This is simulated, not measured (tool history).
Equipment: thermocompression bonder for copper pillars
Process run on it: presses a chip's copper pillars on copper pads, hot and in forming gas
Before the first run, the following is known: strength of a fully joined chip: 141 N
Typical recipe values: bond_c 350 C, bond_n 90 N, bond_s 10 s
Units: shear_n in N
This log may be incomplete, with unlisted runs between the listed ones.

{"run": 1, "hour": 0.0, "bond_c": 350, "bond_n": 90, "bond_s": 10, "shear_n": 53.7}
{"run": 2, "hour": 18.2, "bond_c": 350, "bond_n": 90, "bond_s": 10, "shear_n": 53.4}
{"run": 3, "hour": 28.5, "bond_c": 350, "bond_n": 90, "bond_s": 10, "shear_n": 54.8}
{"run": 4, "hour": 40.5, "bond_c": 350, "bond_n": 90, "bond_s": 10, "shear_n": 54.7}
{"run": 5, "hour": 49.4, "bond_c": 350, "bond_n": 90, "bond_s": 10, "shear_n": 54.6}
{"run": 6, "hour": 61.6, "bond_c": 350, "bond_n": 90, "bond_s": 10, "shear_n": 53.7}
{"run": 7, "hour": 74.0, "bond_c": 350, "bond_n": 90, "bond_s": 10, "shear_n": 53.6}
{"run": 8, "hour": 89.2, "bond_c": 350, "bond_n": 90, "bond_s": 10, "shear_n": 54.4}
{"run": 9, "hour": 97.6, "bond_c": 350, "bond_n": 78, "bond_s": 10, "shear_n": 48.9}
{"run": 10, "hour": 105.7, "bond_c": 350, "bond_n": 78, "bond_s": 10, "shear_n": 48.7}
{"run": 11, "hour": 115.9, "bond_c": 350, "bond_n": 90, "bond_s": 10, "shear_n": 54.1}
{"run": 12, "hour": 131.6, "bond_c": 350, "bond_n": 111, "bond_s": 10, "shear_n": 62.2}
{"run": 13, "hour": 142.4, "bond_c": 350, "bond_n": 77, "bond_s": 10, "shear_n": 47.1}
{"run": 14, "hour": 160.4, "bond_c": 350, "bond_n": 77, "bond_s": 10, "shear_n": 47.4}
{"run": 15, "hour": 178.6, "bond_c": 350, "bond_n": 90, "bond_s": 12, "shear_n": 57.5}
{"run": 16, "hour": 190.4, "bond_c": 350, "bond_n": 90, "bond_s": 12, "shear_n": 57.0}
{"run": 17, "hour": 207.1, "bond_c": 350, "bond_n": 90, "bond_s": 10, "shear_n": 52.7}
{"run": 18, "hour": 218.6, "bond_c": 329, "bond_n": 90, "bond_s": 10, "shear_n": 40.9}
{"run": 19, "hour": 235.8, "bond_c": 329, "bond_n": 90, "bond_s": 10, "shear_n": 40.9}
{"run": 20, "hour": 244.4, "bond_c": 350, "bond_n": 90, "bond_s": 10, "shear_n": 52.7}
{"run": 21, "hour": 259.4, "bond_c": 350, "bond_n": 90, "bond_s": 10, "shear_n": 52.6}
{"run": 22, "hour": 276.5, "bond_c": 350, "bond_n": 62, "bond_s": 7, "shear_n": 34.2}
{"run": 23, "hour": 290.4, "bond_c": 350, "bond_n": 62, "bond_s": 19, "shear_n": 51.7}
{"run": 24, "hour": 305.6, "bond_c": 374, "bond_n": 102, "bond_s": 19, "shear_n": 88.7}
{"hour": 317.6, "done": "forming gas filter changed"}
{"run": 25, "hour": 320.3, "bond_c": 374, "bond_n": 102, "bond_s": 19, "shear_n": 91.4}
{"run": 26, "hour": 333.6, "bond_c": 368, "bond_n": 90, "bond_s": 26, "shear_n": 90.1}
{"run": 27, "hour": 346.4, "bond_c": 347, "bond_n": 82, "bond_s": 11, "shear_n": 50.9}
{"run": 28, "hour": 363.8, "bond_c": 350, "bond_n": 90, "bond_s": 7, "shear_n": 47.7}
{"run": 29, "hour": 378.8, "bond_c": 368, "bond_n": 90, "bond_s": 29, "shear_n": 91.6}
{"run": 30, "hour": 389.1, "bond_c": 323, "bond_n": 109, "bond_s": 29, "shear_n": 66.2}
{"run": 31, "hour": 396.8, "bond_c": 363, "bond_n": 54, "bond_s": 10, "shear_n": 44.0}
{"run": 32, "hour": 410.0, "bond_c": 321, "bond_n": 54, "bond_s": 10, "shear_n": 24.0}
{"run": 33, "hour": 418.4, "bond_c": 356, "bond_n": 113, "bond_s": 23, "shear_n": 88.0}
{"run": 34, "hour": 428.2, "bond_c": 368, "bond_n": 118, "bond_s": 23, "shear_n": 98.9}
{"run": 35, "hour": 445.5, "bond_c": 350, "bond_n": 56, "bond_s": 5, "shear_n": 28.2}
{"run": 36, "hour": 461.0, "bond_c": 350, "bond_n": 87, "bond_s": 5, "shear_n": 38.9}
{"run": 37, "hour": 469.1, "bond_c": 341, "bond_n": 132, "bond_s": 10, "shear_n": 62.2}
{"run": 38, "hour": 480.5, "bond_c": 349, "bond_n": 132, "bond_s": 10, "shear_n": 67.8}
{"run": 39, "hour": 488.8, "bond_c": 349, "bond_n": 132, "bond_s": 10, "shear_n": 67.5}
{"run": 40, "hour": 506.9, "bond_c": 349, "bond_n": 132, "bond_s": 10, "shear_n": 67.5}
{"run": 41, "hour": 515.8, "bond_c": 349, "bond_n": 95, "bond_s": 16, "shear_n": 64.1}

Forecast each of these 3 alternatives for the next run:
{"run": "A", "hour": 531.2, "bond_c": 354, "bond_n": 92, "bond_s": 5, "shear_n": "?"}
{"run": "B", "hour": 531.2, "bond_c": 344, "bond_n": 82, "bond_s": 7, "shear_n": "?"}
{"run": "C", "hour": 531.2, "bond_c": 337, "bond_n": 95, "bond_s": 6, "shear_n": "?"}

run=A shear_n=42.8
run=B shear_n=40.6
run=C shear_n=38.1
Had the tool no hidden state, the same runs would have come out as:
run=A shear_n=46.4
run=B shear_n=44.1
run=C shear_n=41.5

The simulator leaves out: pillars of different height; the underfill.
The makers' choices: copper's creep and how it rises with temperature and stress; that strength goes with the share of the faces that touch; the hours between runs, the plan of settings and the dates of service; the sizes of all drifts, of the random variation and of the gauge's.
